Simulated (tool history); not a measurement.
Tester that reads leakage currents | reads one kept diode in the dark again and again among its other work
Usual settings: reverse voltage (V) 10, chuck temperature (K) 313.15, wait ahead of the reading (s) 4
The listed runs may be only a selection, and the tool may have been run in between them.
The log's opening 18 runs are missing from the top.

run     day  reverse voltage (V)  chuck temperature (K)  wait ahead of the reading (s)  current that the tester gives (pA)
 19  54.129                  9.8                 294.15                           9.41                              119.96
 20  57.312                  9.8                 294.15                           9.41                              122.23
 21  60.546                 16.5                 313.15                              4                              708.25
 22  64.542                  4.5                 310.15                           6.32                              348.34
 23  67.571                   10                 307.15                           1.28                              373.37
 24  69.708                  3.1                 303.15                           1.28                               174.7
 25   73.05                  3.1                 303.15                           1.28                              177.65
 26  76.596                  3.1                 303.15                           1.28                              180.13
 27   79.75                  3.1                 303.15                           1.28                               183.2
       80.2  -- chuck's temperature calibrated
 28  82.596                  1.7                 331.15                           0.56                             1123.76
 29  86.462                  1.7                 331.15                           0.56                             1134.05
 30  89.025                  2.4                 309.15                              4                              240.64

Run 31, settings as shown, results not yet in. Your forecast:
 31  92.908                    1                 302.15                           5.63                                   ?

{"run 31": {"current that the tester gives (pA)": 100.06}}
Had the tool carried no hidden state, the very same run would have given current that the tester gives (pA) 92.37.

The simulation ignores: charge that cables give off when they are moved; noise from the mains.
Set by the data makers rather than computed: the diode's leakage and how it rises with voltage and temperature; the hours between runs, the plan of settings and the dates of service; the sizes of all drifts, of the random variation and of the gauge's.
